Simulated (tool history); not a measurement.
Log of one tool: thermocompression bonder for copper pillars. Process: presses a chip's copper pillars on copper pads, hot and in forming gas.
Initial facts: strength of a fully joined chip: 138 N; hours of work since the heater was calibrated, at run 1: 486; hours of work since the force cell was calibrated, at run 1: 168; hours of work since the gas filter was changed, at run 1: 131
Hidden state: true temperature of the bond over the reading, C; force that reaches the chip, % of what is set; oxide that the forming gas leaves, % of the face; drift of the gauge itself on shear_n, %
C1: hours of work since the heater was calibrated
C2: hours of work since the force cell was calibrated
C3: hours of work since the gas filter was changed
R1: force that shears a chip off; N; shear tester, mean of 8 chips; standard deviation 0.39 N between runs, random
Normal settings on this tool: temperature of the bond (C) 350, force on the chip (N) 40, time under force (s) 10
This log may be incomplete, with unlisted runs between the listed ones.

run 1 hour=0.0 | temperature_of_the_bond_(C)=350 force_on_the_chip_(N)=40 time_under_force_(s)=10 | C1=486 C2=168 C3=131 | R1=76.4
run 2 hour=5.5 | temperature_of_the_bond_(C)=350 force_on_the_chip_(N)=40 time_under_force_(s)=10 | C1=490 C2=172 C3=135 | R1=76.4
run 3 hour=12.9 | temperature_of_the_bond_(C)=350 force_on_the_chip_(N)=40 time_under_force_(s)=10 | C1=496 C2=178 C3=141 | R1=76.3
run 4 hour=20.1 | temperature_of_the_bond_(C)=350 force_on_the_chip_(N)=40 time_under_force_(s)=10 | C1=502 C2=183 C3=147 | R1=76.8
run 5 hour=25.9 | temperature_of_the_bond_(C)=350 force_on_the_chip_(N)=40 time_under_force_(s)=10 | C1=506 C2=188 C3=151 | R1=77.3
run 6 hour=34.5 | temperature_of_the_bond_(C)=350 force_on_the_chip_(N)=40 time_under_force_(s)=10 | C1=513 C2=195 C3=158 | R1=76.8
run 7 hour=41.8 | temperature_of_the_bond_(C)=350 force_on_the_chip_(N)=40 time_under_force_(s)=10 | C1=519 C2=200 C3=164 | R1=76.9
run 8 hour=47.1 | temperature_of_the_bond_(C)=350 force_on_the_chip_(N)=40 time_under_force_(s)=10 | C1=523 C2=205 C3=168 | R1=77.2
run 9 hour=56.9 | temperature_of_the_bond_(C)=350 force_on_the_chip_(N)=40 time_under_force_(s)=10 | C1=531 C2=212 C3=176 | R1=77.1
run 10 hour=63.2 | temperature_of_the_bond_(C)=350 force_on_the_chip_(N)=40 time_under_force_(s)=10 | C1=536 C2=217 C3=180 | R1=77.9
run 11 hour=67.8 | temperature_of_the_bond_(C)=350 force_on_the_chip_(N)=40 time_under_force_(s)=10 | C1=539 C2=221 C3=184 | R1=77.6
run 12 hour=74.7 | temperature_of_the_bond_(C)=350 force_on_the_chip_(N)=40 time_under_force_(s)=29 | C1=545 C2=226 C3=190 | R1=104.3
run 13 hour=84.7 | temperature_of_the_bond_(C)=350 force_on_the_chip_(N)=40 time_under_force_(s)=29 | C1=552 C2=234 C3=197 | R1=104.3
run 14 hour=93.4 | temperature_of_the_bond_(C)=360 force_on_the_chip_(N)=40 time_under_force_(s)=10 | C1=559 C2=241 C3=204 | R1=82.2

Run 15, settings as shown, results not yet in. Your forecast:
run 15 hour=100.2 | temperature_of_the_bond_(C)=350 force_on_the_chip_(N)=40 time_under_force_(s)=27 | C1=565 C2=246 C3=210 | R1=?

Run 15 measured R1 102.3 N.
Take away the tool's hidden state, keep the run-to-run variation as it was, and the same run would have given R1 101.2 N.

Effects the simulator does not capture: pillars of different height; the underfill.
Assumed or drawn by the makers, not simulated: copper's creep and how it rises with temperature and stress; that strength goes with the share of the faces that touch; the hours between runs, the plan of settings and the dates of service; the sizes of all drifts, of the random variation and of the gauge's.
